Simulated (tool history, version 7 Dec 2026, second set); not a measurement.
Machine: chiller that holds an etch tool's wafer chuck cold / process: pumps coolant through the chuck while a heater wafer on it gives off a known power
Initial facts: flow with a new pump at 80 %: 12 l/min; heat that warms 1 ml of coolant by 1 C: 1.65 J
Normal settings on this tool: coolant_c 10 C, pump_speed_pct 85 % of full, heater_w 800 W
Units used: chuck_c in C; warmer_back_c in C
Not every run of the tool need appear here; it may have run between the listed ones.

run     day  coolant_c  pump_speed_pct  heater_w  chuck_c  warmer_back_c
  1   0.000         10              85       800     14.5           2.36
  2   3.267         10              85       800     14.7           2.34
  3   5.192         10              86       800     14.6           2.33
  4   7.533         10              85       800     14.6           2.32
  5   9.662         10              85       800     14.6           2.34
  6  11.588         10              85       800     14.7           2.36
  7  13.483         10              85       800     14.7           2.35
  8  15.762         18              85       800     22.7           2.36
  9  18.000         18              85       673     21.8           1.93
 10  19.754         18              85       673     22.0           1.94
 11  21.862         18              85       673     22.1           1.98
 12  23.400         18              85       673     22.0           1.96
 13  26.800         18              85       673     22.0           2.00
 14  29.983         18              85       673     22.0           1.95
 15  33.342         18              85       673     21.6           2.06
 16  36.775         18              85       673     21.8           2.02
 17  38.262         18              85       673     22.0           2.06
 18  41.742          9              85       807     13.8           2.38
 19  44.246         15              93       965     20.5           2.67
 20  45.971         10              69      1035     18.1           3.94
     47.992  -- chiller's thermometer calibrated
 21  48.767         10              69      1035     18.6           3.92
 22  51.454         10              69      1035     18.8           3.88
 23  54.162         10              69       441     13.7           1.72
 24  56.529          7              99       625     10.6           1.57
 25  58.404         15              93       659     19.0           1.82
 26  60.738         15              93       659     19.1           1.82

Predict each of these 3 candidate next runs independently; none follows another, all start after run 26:
  A  63.133          6              86       659        ?              ?
  B  63.133          6              85       530        ?              ?
  C  63.133          1              69       570        ?              ?

run  chuck_c  warmer_back_c
  A     10.6           2.02
  B      9.6           1.63
  C      5.9           2.19
Without the tool's hidden state the same runs would have given:
run  chuck_c  warmer_back_c
  A     10.1           1.86
  B      9.4           1.50
  C      5.4           2.01
